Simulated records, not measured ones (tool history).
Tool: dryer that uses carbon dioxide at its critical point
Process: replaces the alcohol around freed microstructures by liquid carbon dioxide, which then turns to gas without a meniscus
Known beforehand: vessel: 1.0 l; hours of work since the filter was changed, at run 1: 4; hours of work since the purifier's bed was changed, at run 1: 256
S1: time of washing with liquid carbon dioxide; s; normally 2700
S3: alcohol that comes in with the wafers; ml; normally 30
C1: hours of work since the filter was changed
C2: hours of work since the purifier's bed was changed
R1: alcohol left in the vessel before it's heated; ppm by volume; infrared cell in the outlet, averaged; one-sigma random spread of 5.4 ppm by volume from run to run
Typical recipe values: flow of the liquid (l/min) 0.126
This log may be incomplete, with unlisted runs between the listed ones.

{"run": 1, "hour": 0.0, "S1": 2700, "flow of the liquid (l/min)": 0.126, "S3": 30, "C1": 4, "C2": 256, "R1": 178}
{"run": 2, "hour": 14.4, "S1": 2700, "flow of the liquid (l/min)": 0.126, "S3": 30, "C1": 16, "C2": 268, "R1": 197}
{"run": 3, "hour": 23.8, "S1": 2700, "flow of the liquid (l/min)": 0.126, "S3": 30, "C1": 23, "C2": 275, "R1": 206}
{"run": 4, "hour": 35.9, "S1": 2700, "flow of the liquid (l/min)": 0.126, "S3": 30, "C1": 33, "C2": 285, "R1": 191}
{"run": 5, "hour": 43.1, "S1": 2700, "flow of the liquid (l/min)": 0.126, "S3": 30, "C1": 39, "C2": 291, "R1": 202}
{"run": 6, "hour": 50.2, "S1": 2700, "flow of the liquid (l/min)": 0.126, "S3": 30, "C1": 44, "C2": 296, "R1": 203}
{"run": 7, "hour": 61.2, "S1": 2700, "flow of the liquid (l/min)": 0.126, "S3": 30, "C1": 53, "C2": 305, "R1": 213}
{"run": 8, "hour": 76.0, "S1": 2700, "flow of the liquid (l/min)": 0.126, "S3": 30, "C1": 65, "C2": 317, "R1": 210}
{"run": 9, "hour": 87.6, "S1": 2700, "flow of the liquid (l/min)": 0.15, "S3": 30, "C1": 74, "C2": 326, "R1": 119}
{"run": 10, "hour": 95.1, "S1": 2700, "flow of the liquid (l/min)": 0.1, "S3": 30, "C1": 80, "C2": 332, "R1": 550}
{"run": 11, "hour": 102.8, "S1": 2700, "flow of the liquid (l/min)": 0.1, "S3": 30, "C1": 86, "C2": 338, "R1": 557}
{"run": 12, "hour": 116.1, "S1": 2700, "flow of the liquid (l/min)": 0.1, "S3": 30, "C1": 97, "C2": 349, "R1": 551}
{"run": 13, "hour": 133.3, "S1": 2820, "flow of the liquid (l/min)": 0.126, "S3": 30, "C1": 110, "C2": 362, "R1": 209}
{"run": 14, "hour": 141.4, "S1": 2820, "flow of the liquid (l/min)": 0.126, "S3": 30, "C1": 117, "C2": 369, "R1": 199}
{"run": 15, "hour": 151.6, "S1": 2820, "flow of the liquid (l/min)": 0.126, "S3": 30, "C1": 125, "C2": 377, "R1": 220}
{"run": 16, "hour": 159.5, "S1": 2820, "flow of the liquid (l/min)": 0.126, "S3": 30, "C1": 131, "C2": 383, "R1": 228}
{"run": 17, "hour": 167.4, "S1": 2820, "flow of the liquid (l/min)": 0.126, "S3": 30, "C1": 137, "C2": 390, "R1": 225}
{"run": 18, "hour": 182.8, "S1": 2820, "flow of the liquid (l/min)": 0.126, "S3": 30, "C1": 150, "C2": 402, "R1": 232}
{"run": 19, "hour": 198.4, "S1": 2820, "flow of the liquid (l/min)": 0.126, "S3": 30, "C1": 162, "C2": 414, "R1": 238}
{"run": 20, "hour": 211.3, "S1": 2700, "flow of the liquid (l/min)": 0.141, "S3": 30, "C1": 172, "C2": 425, "R1": 191}
{"run": 21, "hour": 219.7, "S1": 3180, "flow of the liquid (l/min)": 0.126, "S3": 30, "C1": 179, "C2": 431, "R1": 162}
{"run": 22, "hour": 235.2, "S1": 3180, "flow of the liquid (l/min)": 0.126, "S3": 30, "C1": 191, "C2": 444, "R1": 158}
{"run": 23, "hour": 243.8, "S1": 3180, "flow of the liquid (l/min)": 0.126, "S3": 30, "C1": 198, "C2": 450, "R1": 168}
{"run": 24, "hour": 258.7, "S1": 4020, "flow of the liquid (l/min)": 0.189, "S3": 57, "C1": 210, "C2": 462, "R1": 86}
{"run": 25, "hour": 266.8, "S1": 4020, "flow of the liquid (l/min)": 0.187, "S3": 34, "C1": 216, "C2": 469, "R1": 94}
{"run": 26, "hour": 278.7, "S1": 2520, "flow of the liquid (l/min)": 0.084, "S3": 75, "C1": 226, "C2": 478, "R1": 3776}
{"run": 27, "hour": 292.3, "S1": 2520, "flow of the liquid (l/min)": 0.084, "S3": 114, "C1": 237, "C2": 489, "R1": 5771}
{"run": 28, "hour": 306.2, "S1": 2520, "flow of the liquid (l/min)": 0.084, "S3": 114, "C1": 248, "C2": 500, "R1": 5990}
{"run": 29, "hour": 315.0, "S1": 2400, "flow of the liquid (l/min)": 0.126, "S3": 101, "C1": 255, "C2": 507, "R1": 1555}
{"run": 30, "hour": 327.8, "S1": 2400, "flow of the liquid (l/min)": 0.126, "S3": 101, "C1": 265, "C2": 517, "R1": 1600}
{"run": 31, "hour": 335.5, "S1": 2400, "flow of the liquid (l/min)": 0.126, "S3": 101, "C1": 271, "C2": 523, "R1": 1611}
{"run": 32, "hour": 352.5, "S1": 3420, "flow of the liquid (l/min)": 0.126, "S3": 30, "C1": 285, "C2": 537, "R1": 176}
{"run": 33, "hour": 365.7, "S1": 3900, "flow of the liquid (l/min)": 0.214, "S3": 30, "C1": 295, "C2": 547, "R1": 95}
{"run": 34, "hour": 381.8, "S1": 3900, "flow of the liquid (l/min)": 0.173, "S3": 50, "C1": 308, "C2": 560, "R1": 111}
{"run": 35, "hour": 391.3, "S1": 3900, "flow of the liquid (l/min)": 0.165, "S3": 29, "C1": 316, "C2": 568, "R1": 102}
{"run": 36, "hour": 406.3, "S1": 1620, "flow of the liquid (l/min)": 0.135, "S3": 40, "C1": 328, "C2": 580, "R1": 2230}
{"hour": 423.5, "done": "inlet filter changed"}
{"run": 37, "hour": 423.5, "S1": 1620, "flow of the liquid (l/min)": 0.135, "S3": 40, "C1": 0, "C2": 593, "R1": 1392}
{"run": 38, "hour": 432.1, "S1": 1620, "flow of the liquid (l/min)": 0.135, "S3": 73, "C1": 7, "C2": 599, "R1": 2453}
{"run": 39, "hour": 442.3, "S1": 3120, "flow of the liquid (l/min)": 0.186, "S3": 83, "C1": 15, "C2": 608, "R1": 122}
{"run": 40, "hour": 452.3, "S1": 2700, "flow of the liquid (l/min)": 0.192, "S3": 76, "C1": 23, "C2": 615, "R1": 133}
{"run": 41, "hour": 463.9, "S1": 2700, "flow of the liquid (l/min)": 0.192, "S3": 76, "C1": 32, "C2": 625, "R1": 124}
{"run": 42, "hour": 472.5, "S1": 3000, "flow of the liquid (l/min)": 0.174, "S3": 45, "C1": 39, "C2": 632, "R1": 121}
{"run": 43, "hour": 483.1, "S1": 3000, "flow of the liquid (l/min)": 0.174, "S3": 45, "C1": 47, "C2": 640, "R1": 121}
{"run": 44, "hour": 499.5, "S1": 2580, "flow of the liquid (l/min)": 0.165, "S3": 58, "C1": 60, "C2": 653, "R1": 190}
{"run": 45, "hour": 510.6, "S1": 4260, "flow of the liquid (l/min)": 0.126, "S3": 30, "C1": 69, "C2": 662, "R1": 118}
{"run": 46, "hour": 526.7, "S1": 1800, "flow of the liquid (l/min)": 0.105, "S3": 30, "C1": 82, "C2": 675, "R1": 1856}

5 options for the next run, each taken on its own from the tool as it stands now. Forecast them:
{"run": "A", "hour": 543.4, "S1": 3780, "flow of the liquid (l/min)": 0.125, "S3": 51, "C1": 95, "C2": 688, "R1": "?"}
{"run": "B", "hour": 543.4, "S1": 2100, "flow of the liquid (l/min)": 0.105, "S3": 30, "C1": 95, "C2": 688, "R1": "?"}
{"run": "C", "hour": 543.4, "S1": 2700, "flow of the liquid (l/min)": 0.126, "S3": 27, "C1": 95, "C2": 688, "R1": "?"}
{"run": "D", "hour": 543.4, "S1": 1800, "flow of the liquid (l/min)": 0.087, "S3": 30, "C1": 95, "C2": 688, "R1": "?"}
{"run": "E", "hour": 543.4, "S1": 2700, "flow of the liquid (l/min)": 0.133, "S3": 30, "C1": 95, "C2": 688, "R1": "?"}

run=A R1=166
run=B R1=1252
run=C R1=280
run=D R1=2943
run=E R1=260
Without the tool's hidden state the same runs would have given:
run=A R1=34
run=B R1=936
run=C R1=122
run=D R1=2465
run=E R1=108
